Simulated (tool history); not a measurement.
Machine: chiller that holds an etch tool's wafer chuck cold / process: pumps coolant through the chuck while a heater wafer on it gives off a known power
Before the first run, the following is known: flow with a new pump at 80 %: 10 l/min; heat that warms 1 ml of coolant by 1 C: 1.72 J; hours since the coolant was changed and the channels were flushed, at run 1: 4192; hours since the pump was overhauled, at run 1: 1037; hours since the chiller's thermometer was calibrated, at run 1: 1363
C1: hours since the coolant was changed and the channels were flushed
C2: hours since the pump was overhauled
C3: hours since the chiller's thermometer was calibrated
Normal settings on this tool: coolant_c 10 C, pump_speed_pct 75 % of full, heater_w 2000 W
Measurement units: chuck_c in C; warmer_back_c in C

Run 1, day 0: usual settings; C1 4192; C2 1037; C3 1363. Result: chuck_c 35.6 C, warmer_back_c 7.51 C.
Run 2, day 1.304: usual settings; C1 4223; C2 1068; C3 1395. Result: chuck_c 35.6 C, warmer_back_c 7.49 C.
Run 3, day 2.288: usual settings; C1 4247; C2 1091; C3 1418. Result: chuck_c 35.4 C, warmer_back_c 7.36 C.
Run 4, day 3.692: usual settings; C1 4281; C2 1125; C3 1452. Result: chuck_c 35.5 C, warmer_back_c 7.43 C.
Run 5, day 4.842: usual settings; C1 4308; C2 1153; C3 1480. Result: chuck_c 35.5 C, warmer_back_c 7.46 C.
Run 6, day 6.1: usual settings but pump_speed_pct 87 % of full; C1 4338; C2 1183; C3 1510. Result: chuck_c 32.9 C, warmer_back_c 6.42 C.
Run 7, day 7.267: usual settings but pump_speed_pct 87 % of full; C1 4366; C2 1211; C3 1538. Result: chuck_c 33 C, warmer_back_c 6.4 C.
Run 8, day 8.108: usual settings but pump_speed_pct 87 % of full; C1 4387; C2 1231; C3 1558. Result: chuck_c 32.8 C, warmer_back_c 6.42 C.
Run 9, day 9.017: usual settings but heater_w 2742 W; C1 4408; C2 1253; C3 1580. Result: chuck_c 45.1 C, warmer_back_c 10.26 C.
Run 10, day 10.262: usual settings but coolant_c 9 C; C1 4438; C2 1283; C3 1610. Result: chuck_c 34.6 C, warmer_back_c 7.52 C.
Run 11, day 11.546: usual settings but heater_w 2595 W; C1 4469; C2 1314; C3 1641. Result: chuck_c 43 C, warmer_back_c 9.67 C.
Run 12, day 12.512: usual settings but pump_speed_pct 78 % of full; C1 4492; C2 1337; C3 1664. Result: chuck_c 34.8 C, warmer_back_c 7.21 C.
Run 13, day 14.175: usual settings but pump_speed_pct 78 % of full; C1 4532; C2 1377; C3 1704. Result: chuck_c 34.9 C, warmer_back_c 7.2 C.
Run 14, day 15.671: usual settings but pump_speed_pct 78 % of full, heater_w 2441 W; C1 4568; C2 1413; C3 1739. Result: chuck_c 40.2 C, warmer_back_c 8.76 C.
Run 15, day 16.521: usual settings but pump_speed_pct 78 % of full, heater_w 2441 W; C1 4588; C2 1433; C3 1760. Result: chuck_c 40.4 C, warmer_back_c 8.71 C.
Run 16, day 18.104: usual settings but coolant_c 20 C; C1 4626; C2 1471; C3 1798. Result: chuck_c 45.6 C, warmer_back_c 7.41 C.
Run 17, day 19.629: usual settings but coolant_c 14 C, pump_speed_pct 62 % of full, heater_w 2736 W; C1 4663; C2 1508; C3 1835. Result: chuck_c 54.3 C, warmer_back_c 12.34 C.
Run 18, day 20.867: usual settings but coolant_c 18 C, pump_speed_pct 84 % of full, heater_w 1793 W; C1 4693; C2 1537; C3 1864. Result: chuck_c 39.1 C, warmer_back_c 5.91 C.
Run 19, day 21.9: usual settings but coolant_c 18 C, pump_speed_pct 60 % of full, heater_w 2748 W; C1 4718; C2 1562; C3 1889. Result: chuck_c 59.3 C, warmer_back_c 12.88 C.
Run 20, day 23.396: usual settings but coolant_c 18 C, pump_speed_pct 60 % of full, heater_w 2748 W; C1 4753; C2 1598; C3 1925. Result: chuck_c 59.3 C, warmer_back_c 12.83 C.
Run 21, day 24.854: usual settings but coolant_c 18 C, pump_speed_pct 60 % of full, heater_w 2808 W; C1 4788; C2 1633; C3 1960. Result: chuck_c 60.1 C, warmer_back_c 13.21 C.
Run 22, day 26.167: usual settings but coolant_c 18 C, pump_speed_pct 60 % of full, heater_w 2808 W; C1 4820; C2 1665; C3 1991. Result: chuck_c 60 C, warmer_back_c 13.2 C.
Run 23, day 27.804: usual settings but heater_w 1562 W; C1 4859; C2 1704; C3 2031. Result: chuck_c 30 C, warmer_back_c 5.79 C.
Run 24, day 28.796: usual settings but coolant_c 14 C, pump_speed_pct 65 % of full, heater_w 2420 W; C1 4883; C2 1728; C3 2055. Result: chuck_c 48.3 C, warmer_back_c 10.51 C.

For run 25, what comes out?
Run 25, day 30.138: usual settings but coolant_c 2 C, pump_speed_pct 95 % of full; C1 4915; C2 1760; C3 2087. Result: chuck_c ?, warmer_back_c ?.

Run 25 came out at chuck_c 23.5 C, warmer_back_c 5.88 C.
Minus the tool's unlogged condition, the same run would have read chuck_c 23.4 C, warmer_back_c 5.88 C.
